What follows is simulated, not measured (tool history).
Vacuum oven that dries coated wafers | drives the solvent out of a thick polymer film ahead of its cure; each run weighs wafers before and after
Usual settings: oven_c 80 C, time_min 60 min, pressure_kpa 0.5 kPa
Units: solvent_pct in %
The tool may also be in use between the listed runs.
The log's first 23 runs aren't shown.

run    hour  oven_c  time_min  pressure_kpa  solvent_pct
 24   954.3      88       106         0.374         0.51
 25   978.6      95        34         1.059         2.43
 26  1012.3      95        34         1.059         2.58
 27  1055.7      73        34         0.526        10.89
 28  1105.8      74        78         0.526         4.68
 29  1158.2      87        78         0.559          1.2
 30  1185.6      87        55         1.939          3.4
 31    1210      87        55         1.939         3.48
 32  1254.3      88        84           0.5         0.79
 33  1297.8      88        84           0.5         0.84
 34    1347      88        84           0.5          0.9
 35  1394.8      88        84           0.5         0.87
 36  1420.7      80        63         0.418          3.6
 37  1455.7      85        34         0.623         5.63
 38  1512.1      85        34         0.623         5.57
 39  1553.5      85        67           0.5         1.83
 40  1577.5      89        67          0.55         1.16
 41  1629.7      89        42          0.37         2.63
 42    1658      89        42          0.37          2.7
 43  1698.1      66        60         0.345         9.83
 44  1743.7      80        52         1.852         6.19
 45  1794.4      79        77         0.523         2.91
 46  1847.4      76        80         0.252         3.34

Forecast each of these 5 alternatives for the next run:
  A  1887.3      84        80         1.225            ?
  B  1887.3      85       107         0.256            ?
  C  1887.3      85        99         0.437            ?
  D  1887.3      92        45         1.042            ?
  E  1887.3      76       108         1.458            ?

run  solvent_pct
  A         2.15
  B         0.56
  C         0.79
  D         2.06
  E         3.58
Without the tool's hidden state the same runs would have given:
run  solvent_pct
  A         2.12
  B         0.53
  C         0.76
  D         2.04
  E         3.54

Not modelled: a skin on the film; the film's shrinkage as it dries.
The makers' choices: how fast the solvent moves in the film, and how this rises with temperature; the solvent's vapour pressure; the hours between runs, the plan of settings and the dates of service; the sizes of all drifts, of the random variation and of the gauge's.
